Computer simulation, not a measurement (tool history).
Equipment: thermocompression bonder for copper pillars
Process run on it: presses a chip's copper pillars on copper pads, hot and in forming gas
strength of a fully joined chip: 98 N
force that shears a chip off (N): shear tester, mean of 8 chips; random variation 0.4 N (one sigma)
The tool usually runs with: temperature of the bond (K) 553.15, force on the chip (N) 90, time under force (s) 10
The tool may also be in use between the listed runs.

run	hour	temperature of the bond (K)	force on the chip (N)	time under force (s)	force that shears a chip off (N)
1	0.0	553.15	90	10	61.4
2	8.0	553.15	90	10	62.0
3	14.5	572.15	90	10	68.3
4	21.3	572.15	90	10	69.2
5	26.3	572.15	90	10	68.5
6	32.2	553.15	90	10	61.4
7	37.3	553.15	90	10	61.9
8	44.5	553.15	90	10	60.9
# hour 48.3: forming gas filter changed
9	49.7	553.15	90	10	68.7
10	54.1	553.15	90	10	67.2
11	58.9	553.15	90	10	67.8
12	63.9	553.15	90	10	68.6
13	69.9	531.15	90	10	57.6
14	74.1	531.15	90	10	57.7
15	82.1	531.15	90	10	57.9
16	91.5	531.15	90	10	57.6
17	99.0	531.15	83	10	53.8
18	103.2	531.15	83	10	53.8
19	110.4	531.15	83	10	54.6
20	116.8	531.15	133	10	73.4
21	124.2	558.15	133	7	78.7
22	132.1	555.15	100	11	74.2
23	140.0	534.15	90	10	58.6
24	147.8	534.15	90	10	58.1
25	154.9	572.15	77	10	68.2
26	162.8	567.15	66	6	50.6
27	168.7	567.15	122	12	84.6
28	178.1	567.15	73	10	64.0
29	184.7	580.15	90	15	82.3
30	190.4	566.15	54	11	52.3
31	194.5	552.15	66	11	54.5
32	201.7	560.15	90	26	82.7
33	209.1	553.15	55	10	46.0
34	218.0	553.15	55	10	46.0
35	224.3	553.15	107	10	71.9
36	230.0	581.15	97	7	73.4
37	236.4	527.15	65	7	36.4
38	244.7	530.15	117	7	59.9
39	249.9	530.15	83	21	64.5

Branching from run 39: 4 alternative next runs. What would each branch give?
A	256.4	528.15	121	14	?
B	256.4	530.15	88	21	?
C	256.4	525.15	62	5	?
D	256.4	578.15	83	21	?

run	force that shears a chip off (N)
A	70.8
B	66.6
C	29.1
D	81.5
Without the tool's unlogged condition, the same runs would have read:
run	force that shears a chip off (N)
A	72.3
B	67.6
C	28.8
D	84.5
